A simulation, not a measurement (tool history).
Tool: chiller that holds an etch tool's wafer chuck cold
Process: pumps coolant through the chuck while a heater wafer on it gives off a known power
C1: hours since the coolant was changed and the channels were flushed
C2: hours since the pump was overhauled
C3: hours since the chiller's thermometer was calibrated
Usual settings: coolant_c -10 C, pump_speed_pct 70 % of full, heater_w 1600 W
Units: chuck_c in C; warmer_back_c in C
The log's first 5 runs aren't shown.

run 6 hour=314.9 | coolant_c=-16 pump_speed_pct=70 heater_w=2294 | C1=1588 C2=781 C3=1348 | chuck_c=1.7 warmer_back_c=10.61
run 7 hour=400.5 | coolant_c=-10 pump_speed_pct=62 heater_w=1600 | C1=1674 C2=867 C3=1434 | chuck_c=3.5 warmer_back_c=8.38
run 8 hour=464.6 | coolant_c=-10 pump_speed_pct=62 heater_w=1600 | C1=1738 C2=931 C3=1498 | chuck_c=3.6 warmer_back_c=8.36
run 9 hour=511.7 | coolant_c=-10 pump_speed_pct=70 heater_w=1600 | C1=1785 C2=978 C3=1545 | chuck_c=2.5 warmer_back_c=7.38
run 10 hour=583.6 | coolant_c=-10 pump_speed_pct=70 heater_w=965 | C1=1857 C2=1050 C3=1617 | chuck_c=-2.5 warmer_back_c=4.41
run 11 hour=620.6 | coolant_c=-10 pump_speed_pct=70 heater_w=965 | C1=1894 C2=1087 C3=1654 | chuck_c=-2.6 warmer_back_c=4.36
run 12 hour=661.9 | coolant_c=-10 pump_speed_pct=70 heater_w=1600 | C1=1935 C2=1128 C3=1695 | chuck_c=2.4 warmer_back_c=7.32
run 13 hour=745.6 | coolant_c=-10 pump_speed_pct=70 heater_w=1600 | C1=2019 C2=1212 C3=1779 | chuck_c=2.2 warmer_back_c=7.27
run 14 hour=827.4 | coolant_c=-10 pump_speed_pct=70 heater_w=1600 | C1=2101 C2=1294 C3=1861 | chuck_c=2.4 warmer_back_c=7.27
run 15 hour=883 | coolant_c=-10 pump_speed_pct=70 heater_w=1600 | C1=2156 C2=1349 C3=1916 | chuck_c=2.5 warmer_back_c=7.28
run 16 hour=943.7 | coolant_c=-10 pump_speed_pct=70 heater_w=1600 | C1=2217 C2=1410 C3=1977 | chuck_c=2.2 warmer_back_c=7.22
run 17 hour=1008.8 | coolant_c=-10 pump_speed_pct=70 heater_w=1600 | C1=2282 C2=1475 C3=2042 | chuck_c=2.5 warmer_back_c=7.13

Run 18 comes next. What will it give?
run 18 hour=1055.1 | coolant_c=-10 pump_speed_pct=70 heater_w=1600 | C1=2328 C2=1522 C3=2088 | chuck_c=? warmer_back_c=?

{"run 18": {"chuck_c": 2.2, "warmer_back_c": 7.14}}
Without the tool's hidden state the same run would have given chuck_c 2.2 C, warmer_back_c 7.48 C.
